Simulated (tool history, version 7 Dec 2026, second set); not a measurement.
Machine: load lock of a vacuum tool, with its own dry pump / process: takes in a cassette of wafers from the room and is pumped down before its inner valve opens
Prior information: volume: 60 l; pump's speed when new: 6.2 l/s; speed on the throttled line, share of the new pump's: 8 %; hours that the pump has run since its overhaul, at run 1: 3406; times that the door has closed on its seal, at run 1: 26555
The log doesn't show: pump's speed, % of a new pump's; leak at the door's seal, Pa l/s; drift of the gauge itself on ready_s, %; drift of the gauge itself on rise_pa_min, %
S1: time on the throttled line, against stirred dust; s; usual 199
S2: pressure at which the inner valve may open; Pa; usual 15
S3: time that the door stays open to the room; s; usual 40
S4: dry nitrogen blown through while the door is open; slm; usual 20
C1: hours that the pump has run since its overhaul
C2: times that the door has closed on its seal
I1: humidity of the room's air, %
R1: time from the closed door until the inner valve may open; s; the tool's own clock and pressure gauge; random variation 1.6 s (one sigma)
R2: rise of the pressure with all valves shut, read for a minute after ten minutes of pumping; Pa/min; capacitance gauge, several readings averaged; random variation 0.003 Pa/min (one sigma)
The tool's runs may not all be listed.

{"run": 1, "hour": 0.0, "S1": 199, "S2": 15, "S3": 40, "S4": 20, "C1": 3406, "C2": 26555, "I1": 45.3, "R1": 274.5, "R2": 0.143}
{"run": 2, "hour": 118.4, "S1": 199, "S2": 15, "S3": 40, "S4": 20, "C1": 3525, "C2": 27068, "I1": 45.1, "R1": 274.5, "R2": 0.141}
{"run": 3, "hour": 264.1, "S1": 150, "S2": 15, "S3": 40, "S4": 20, "C1": 3670, "C2": 27699, "I1": 46.8, "R1": 229.2, "R2": 0.141}
{"run": 4, "hour": 441.5, "S1": 150, "S2": 15, "S3": 40, "S4": 20, "C1": 3848, "C2": 28467, "I1": 46.5, "R1": 230.9, "R2": 0.156}
{"run": 5, "hour": 585.5, "S1": 150, "S2": 15, "S3": 40, "S4": 20, "C1": 3992, "C2": 29091, "I1": 42.2, "R1": 231.5, "R2": 0.158}
{"run": 6, "hour": 672.7, "S1": 150, "S2": 15, "S3": 40, "S4": 20, "C1": 4079, "C2": 29469, "I1": 45.8, "R1": 231.9, "R2": 0.164}
{"run": 7, "hour": 787.3, "S1": 199, "S2": 15, "S3": 40, "S4": 20, "C1": 4193, "C2": 29965, "I1": 44.2, "R1": 276.1, "R2": 0.161}
{"run": 8, "hour": 937.9, "S1": 199, "S2": 15, "S3": 40, "S4": 20, "C1": 4344, "C2": 30617, "I1": 47.7, "R1": 276.9, "R2": 0.174}
{"run": 9, "hour": 1056.7, "S1": 199, "S2": 15, "S3": 231, "S4": 20, "C1": 4463, "C2": 31132, "I1": 45.8, "R1": 274.6, "R2": 0.191}
{"run": 10, "hour": 1210.4, "S1": 365, "S2": 12, "S3": 47, "S4": 7, "C1": 4617, "C2": 31797, "I1": 46.8, "R1": 425.4, "R2": 0.193}
{"run": 11, "hour": 1396.8, "S1": 365, "S2": 20, "S3": 47, "S4": 19, "C1": 4803, "C2": 32605, "I1": 42, "R1": 422.2, "R2": 0.193}
{"run": 12, "hour": 1494.4, "S1": 265, "S2": 20, "S3": 47, "S4": 14, "C1": 4901, "C2": 33027, "I1": 45.1, "R1": 336.7, "R2": 0.195}
{"run": 13, "hour": 1603.8, "S1": 199, "S2": 15, "S3": 27, "S4": 20, "C1": 5010, "C2": 33501, "I1": 44.4, "R1": 280.5, "R2": 0.192}
{"run": 14, "hour": 1746.9, "S1": 199, "S2": 15, "S3": 27, "S4": 20, "C1": 5153, "C2": 34121, "I1": 46.4, "R1": 275.1, "R2": 0.195}

Estimate the outcome of run 15 from the log above:
{"run": 15, "hour": 1883.6, "S1": 199, "S2": 11, "S3": 40, "S4": 20, "C1": 5290, "C2": 34713, "I1": 46.2, "R1": "?", "R2": "?"}

Run 15 yielded R1 281.2 s, R2 0.201 Pa/min.
On a tool with no hidden condition, and with the same random variation, this run would have come out at R1 272 s, R2 0.018 Pa/min.

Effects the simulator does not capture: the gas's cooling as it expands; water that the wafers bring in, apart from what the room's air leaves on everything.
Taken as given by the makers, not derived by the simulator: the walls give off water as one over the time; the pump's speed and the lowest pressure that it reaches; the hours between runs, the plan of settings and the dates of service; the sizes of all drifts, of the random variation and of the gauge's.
